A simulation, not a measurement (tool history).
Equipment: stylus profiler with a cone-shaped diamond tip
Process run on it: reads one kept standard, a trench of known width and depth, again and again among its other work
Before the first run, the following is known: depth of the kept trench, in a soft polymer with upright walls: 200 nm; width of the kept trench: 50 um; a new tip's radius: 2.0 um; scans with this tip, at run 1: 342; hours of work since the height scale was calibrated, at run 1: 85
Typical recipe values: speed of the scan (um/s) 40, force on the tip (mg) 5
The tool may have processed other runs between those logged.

run,hour,speed of the scan (um/s),force on the tip (mg),scans with this tip,hours of work since the height scale was calibrated,depth of the trench (nm),width of the trench's floor (nm)
1,0,40,5,342,85,202.57,48130
2,13.9,40,5,366,91,202.5,48140
3,25.2,129,5,386,96,202.5,47900
4,46.1,129,5,423,105,202.46,47890
5,60.6,129,5,449,111,202.41,47860
6,70.6,129,5,467,116,202.47,47850
7,87.8,129,5,497,123,202.4,47870
8,104.3,129,5,526,131,202.6,47790
9,116.2,129,5,547,136,202.62,47940
10,137,129,10.51,584,145,204.06,47950
11,153,40,9.86,613,152,203.99,48160
12,170.8,40,9.86,644,160,203.88,48140
13,191.5,40,1.81,681,169,201.32,48030
14,202.3,40,5,700,174,202.53,48150
15,215.9,40,5,724,180,202.52,48020
16,228.8,40,5,747,185,202.52,48110
17,242.5,40,5,771,191,202.52,48080
18,252.5,40,5,789,196,202.63,48110
19,262.8,40,2.17,807,200,201.44,48040
20,285.8,40,5,848,210,202.69,48060
21,303,40,5,878,218,202.46,48100
22,316.9,40,5,903,224,202.72,48070
23,333.9,40,10.63,933,232,204.11,48130
24,346.5,40,10.63,955,237,204.04,48180
25,363.1,40,10.63,984,244,204.12,48140
26,376.6,14,5.54,1008,250,202.77,48150
27,395,36,4.49,1041,258,202.38,48120
28,411.6,36,4.49,1070,266,202.5,48060
29,428.4,36,4.49,1100,273,202.46,48030
30,452.5,17,8.92,1143,284,203.74,48130
31,465.6,17,8.92,1166,289,203.78,48170
32,481.6,64,2.87,1194,296,201.93,47870
33,500.7,13,9.15,1228,305,203.97,48200

Estimate the outcome of run 34 from the log above:
34,511.6,46,5,1247,310,?,?

{"run 34": {"depth of the trench (nm)": 202.59, "width of the trench's floor (nm)": 48030}}
With no hidden state in the tool, this same run would have given depth of the trench (nm) 202.38, width of the trench's floor (nm) 48110.
